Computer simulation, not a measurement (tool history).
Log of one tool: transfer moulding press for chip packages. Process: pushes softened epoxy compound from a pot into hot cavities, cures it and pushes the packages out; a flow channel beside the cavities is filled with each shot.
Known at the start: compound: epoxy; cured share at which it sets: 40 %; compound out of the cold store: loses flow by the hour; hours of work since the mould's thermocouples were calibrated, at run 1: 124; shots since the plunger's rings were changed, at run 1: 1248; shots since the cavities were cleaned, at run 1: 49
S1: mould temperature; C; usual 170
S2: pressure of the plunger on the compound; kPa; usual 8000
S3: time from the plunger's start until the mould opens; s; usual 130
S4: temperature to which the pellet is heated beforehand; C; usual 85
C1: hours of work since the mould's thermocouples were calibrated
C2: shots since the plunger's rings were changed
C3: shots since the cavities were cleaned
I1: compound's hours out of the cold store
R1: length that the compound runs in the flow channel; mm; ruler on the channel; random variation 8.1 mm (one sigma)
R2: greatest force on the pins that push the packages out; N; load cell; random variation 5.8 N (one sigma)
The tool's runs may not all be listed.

| run | hour | S1 | S2 | S3 | S4 | C1 | C2 | C3 | I1 | R1 | R2 |
|---|---|---|---|---|---|---|---|---|---|---|---|
| 1 | 0.0 | 170 | 8000 | 130 | 85 | 124 | 1248 | 49 | 24.9 | 970 | 234 |
| 2 | 73.2 | 167 | 8000 | 130 | 85 | 161 | 1802 | 603 | 8.9 | 1022 | 405 |
| 3 | 139.5 | 167 | 8000 | 130 | 85 | 195 | 2303 | 1104 | 42.6 | 929 | 439 |
|  | 162.1 | cavities cleaned with cleaning compound and waxed |
| 4 | 230.5 | 167 | 8000 | 130 | 85 | 240 | 2979 | 517 | 38.6 | 925 | 489 |
| 5 | 303.0 | 167 | 8000 | 130 | 85 | 277 | 3528 | 1066 | 45.2 | 889 | 454 |
|  | 324.4 | cavities cleaned with cleaning compound and waxed |
|  | 393.5 | cavities cleaned with cleaning compound and waxed, once more |
| 6 | 399.9 | 170 | 8000 | 130 | 85 | 324 | 4238 | 48 | 46.7 | 879 | 228 |
|  | 437.1 | plunger's sealing rings changed |
| 7 | 475.4 | 170 | 8000 | 130 | 85 | 361 | 290 | 600 | 26.1 | 969 | 327 |
| 8 | 551.8 | 170 | 8000 | 130 | 85 | 400 | 867 | 1177 | 34.6 | 948 | 378 |
|  | 562.9 | cavities cleaned with cleaning compound and waxed |
| 9 | 606.6 | 170 | 8000 | 130 | 85 | 427 | 1270 | 330 | 23.9 | 957 | 291 |
|  | 643.0 | mould's thermocouples calibrated |
| 10 | 651.2 | 170 | 8000 | 130 | 85 | 4 | 1593 | 653 | 46.6 | 925 | 344 |
| 11 | 712.4 | 170 | 8000 | 130 | 85 | 35 | 2056 | 1116 | 46.5 | 905 | 359 |
|  | 725.0 | cavities cleaned with cleaning compound and waxed |
| 12 | 763.1 | 170 | 8000 | 130 | 85 | 60 | 2428 | 288 | 32.7 | 935 | 285 |
| 13 | 841.1 | 170 | 8000 | 130 | 85 | 100 | 3018 | 878 | 33.8 | 917 | 365 |
|  | 891.4 | cavities cleaned with cleaning compound and waxed |
| 14 | 941.4 | 170 | 8000 | 130 | 85 | 150 | 3765 | 378 | 36.5 | 913 | 284 |
| 15 | 1028.6 | 170 | 8000 | 130 | 85 | 194 | 4423 | 1036 | 10.1 | 957 | 377 |
|  | 1043.1 | plunger's sealing rings changed |
|  | 1060.4 | cavities cleaned with cleaning compound and waxed |
| 16 | 1103.3 | 171 | 7490 | 112 | 93 | 230 | 445 | 325 | 23.6 | 952 | 355 |
| 17 | 1180.1 | 165 | 7490 | 143 | 76 | 269 | 1025 | 905 | 31.5 | 962 | 430 |
|  | 1225.2 | cavities cleaned with cleaning compound and waxed |
| 18 | 1254.7 | 174 | 8000 | 130 | 85 | 306 | 1578 | 224 | 27.6 | 951 | 230 |
| 19 | 1338.1 | 175 | 7160 | 130 | 85 | 348 | 2209 | 855 | 30.8 | 869 | 280 |
| 20 | 1382.8 | 175 | 7160 | 130 | 85 | 370 | 2546 | 1192 | 11.2 | 899 | 310 |
|  | 1388.6 | cavities cleaned with cleaning compound and waxed |
| 21 | 1473.7 | 175 | 7160 | 130 | 85 | 416 | 3223 | 644 | 23.8 | 869 | 280 |
|  | 1524.8 | mould's thermocouples calibrated |
| 22 | 1539.1 | 171 | 8000 | 130 | 85 | 7 | 3702 | 1123 | 29.5 | 917 | 350 |
|  | 1554.1 | cavities cleaned with cleaning compound and waxed |
| 23 | 1618.5 | 168 | 6440 | 110 | 90 | 47 | 4291 | 487 | 30.5 | 831 | 494 |
|  | 1649.4 | plunger's sealing rings changed |
| 24 | 1677.5 | 168 | 6440 | 110 | 90 | 75 | 213 | 914 | 29.7 | 887 | 579 |
|  | 1719.9 | cavities cleaned with cleaning compound and waxed |
| 25 | 1778.7 | 168 | 6440 | 110 | 90 | 126 | 967 | 445 | 22.3 | 883 | 499 |
| 26 | 1846.1 | 172 | 8000 | 130 | 78 | 160 | 1476 | 954 | 15.8 | 980 | 337 |
|  | 1888.6 | cavities cleaned with cleaning compound and waxed |
| 27 | 1940.1 | 172 | 8000 | 130 | 78 | 207 | 2176 | 390 | 39.5 | 924 | 274 |
| 28 | 2038.7 | 172 | 8000 | 130 | 78 | 257 | 2922 | 1136 | 21.4 | 938 | 351 |

Forecast each of these 3 alternatives for the next run:
|  | 2054.8 | cavities cleaned with cleaning compound and waxed |
| A | 2101.3 | 166 | 8000 | 130 | 85 | 288 | 3384 | 352 | 10.3 | ? | ? |
|  | 2054.8 | cavities cleaned with cleaning compound and waxed |
| B | 2101.3 | 170 | 8000 | 117 | 86 | 288 | 3384 | 352 | 36.2 | ? | ? |
|  | 2054.8 | cavities cleaned with cleaning compound and waxed |
| C | 2101.3 | 170 | 8000 | 130 | 79 | 288 | 3384 | 352 | 33.7 | ? | ? |

| run | R1 | R2 |
|---|---|---|
| A | 980 | 394 |
| B | 928 | 350 |
| C | 923 | 297 |
Without the tool's hidden state the same runs would have given:
| run | R1 | R2 |
|---|---|---|
| A | 1037 | 286 |
| B | 981 | 255 |
| C | 976 | 216 |

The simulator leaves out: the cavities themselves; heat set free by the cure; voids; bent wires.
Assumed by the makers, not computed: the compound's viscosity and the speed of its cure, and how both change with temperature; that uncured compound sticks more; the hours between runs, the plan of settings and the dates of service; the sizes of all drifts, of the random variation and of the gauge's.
